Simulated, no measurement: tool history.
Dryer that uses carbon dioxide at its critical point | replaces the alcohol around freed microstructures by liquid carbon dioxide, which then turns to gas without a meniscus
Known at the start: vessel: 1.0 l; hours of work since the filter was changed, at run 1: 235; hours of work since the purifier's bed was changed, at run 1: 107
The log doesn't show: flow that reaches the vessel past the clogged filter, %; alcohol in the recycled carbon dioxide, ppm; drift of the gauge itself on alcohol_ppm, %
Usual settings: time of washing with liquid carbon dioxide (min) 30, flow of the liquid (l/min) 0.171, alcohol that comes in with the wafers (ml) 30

| run | hour | time of washing with liquid carbon dioxide (min) | flow of the liquid (l/min) | alcohol that comes in with the wafers (ml) | hours of work since the filter was changed | hours of work since the purifier's bed was changed | alcohol left in the vessel before it's heated (ppm by volume) |
|---|---|---|---|---|---|---|---|
| 1 | 0 | 30 | 0.171 | 30 | 235 | 107 | 849 |
| 2 | 7.5 | 30 | 0.171 | 30 | 238 | 110 | 871 |
| 3 | 12.2 | 30 | 0.171 | 30 | 240 | 112 | 856 |
| 4 | 21.3 | 30 | 0.171 | 30 | 244 | 116 | 868 |
| 5 | 28.6 | 30 | 0.171 | 30 | 247 | 119 | 880 |
| 6 | 32.8 | 43 | 0.171 | 30 | 249 | 121 | 224 |
| 7 | 36.6 | 43 | 0.171 | 30 | 250 | 122 | 212 |
| 8 | 45.5 | 43 | 0.171 | 30 | 254 | 126 | 217 |
| 9 | 51.3 | 43 | 0.171 | 30 | 256 | 128 | 218 |
| 10 | 55.6 | 29 | 0.171 | 30 | 258 | 130 | 1004 |
| 11 | 61 | 30 | 0.171 | 28 | 260 | 132 | 843 |
| 12 | 69.8 | 30 | 0.171 | 28 | 264 | 136 | 832 |
| 13 | 74.6 | 30 | 0.171 | 28 | 266 | 138 | 857 |
| 14 | 80.5 | 30 | 0.171 | 30 | 269 | 141 | 892 |
| 15 | 88 | 30 | 0.171 | 30 | 272 | 144 | 902 |
| 16 | 96.7 | 30 | 0.171 | 30 | 275 | 147 | 918 |
| 17 | 101.3 | 30 | 0.171 | 30 | 277 | 149 | 933 |
| 18 | 108.5 | 30 | 0.273 | 30 | 280 | 152 | 144 |
| 19 | 115.5 | 22 | 0.273 | 30 | 283 | 155 | 478 |
| 20 | 120.9 | 48 | 0.171 | 30 | 285 | 157 | 160 |
| 21 | 127.3 | 48 | 0.171 | 30 | 288 | 160 | 142 |
| 22 | 136.1 | 23 | 0.171 | 30 | 292 | 164 | 2108 |
| 23 | 144.9 | 23 | 0.171 | 23 | 295 | 167 | 1600 |
| 24 | 152.2 | 23 | 0.171 | 23 | 298 | 170 | 1617 |
| 25 | 156.6 | 38 | 0.171 | 34 | 300 | 172 | 451 |
| 26 | 165.6 | 21 | 0.291 | 34 | 304 | 176 | 510 |
| 27 | 170 | 21 | 0.291 | 34 | 306 | 178 | 519 |
| 28 | 177.3 | 47 | 0.126 | 30 | 309 | 181 | 599 |
| 29 | 185.7 | 47 | 0.126 | 30 | 312 | 184 | 613 |
| 30 | 191.7 | 30 | 0.171 | 77 | 315 | 187 | 2383 |
| 31 | 198.1 | 40 | 0.203 | 27 | 317 | 189 | 150 |
| 32 | 202.8 | 40 | 0.203 | 27 | 319 | 191 | 157 |
| 33 | 210.8 | 29 | 0.106 | 38 | 323 | 195 | 5037 |
| 34 | 215.9 | 46 | 0.245 | 26 | 325 | 197 | 63 |
| 35 | 222.8 | 46 | 0.245 | 26 | 328 | 200 | 62 |
| 36 | 231.2 | 38 | 0.171 | 55 | 331 | 203 | 746 |
| 37 | 240.4 | 35 | 0.171 | 42 | 335 | 207 | 793 |
| 38 | 248.9 | 19 | 0.189 | 40 | 339 | 211 | 3491 |
| 39 | 256 | 30 | 0.229 | 30 | 342 | 213 | 325 |
| 40 | 263.3 | 30 | 0.229 | 84 | 345 | 216 | 847 |
| 41 | 268.5 | 30 | 0.229 | 84 | 347 | 219 | 821 |
| 42 | 274.1 | 46 | 0.256 | 37 | 349 | 221 | 67 |
| 43 | 278.5 | 46 | 0.256 | 22 | 351 | 223 | 80 |
| 44 | 282.3 | 46 | 0.169 | 21 | 352 | 224 | 178 |
| 45 | 291 | 46 | 0.171 | 20 | 356 | 228 | 168 |
| 46 | 296.1 | 30 | 0.26 | 33 | 358 | 230 | 215 |

3 ways to go on from here, each from the tool as it stands after run 46. What would each give?
| A | 300.1 | 43 | 0.242 | 32 | 360 | 232 | ? |
| B | 300.1 | 30 | 0.105 | 101 | 360 | 232 | ? |
| C | 300.1 | 30 | 0.115 | 30 | 360 | 232 | ? |

| run | alcohol left in the vessel before it's heated (ppm by volume) |
|---|---|
| A | 97 |
| B | 12705 |
| C | 3215 |
Without the tool's hidden state the same runs would have given:
| run | alcohol left in the vessel before it's heated (ppm by volume) |
|---|---|
| A | 22 |
| B | 9513 |
| C | 2308 |

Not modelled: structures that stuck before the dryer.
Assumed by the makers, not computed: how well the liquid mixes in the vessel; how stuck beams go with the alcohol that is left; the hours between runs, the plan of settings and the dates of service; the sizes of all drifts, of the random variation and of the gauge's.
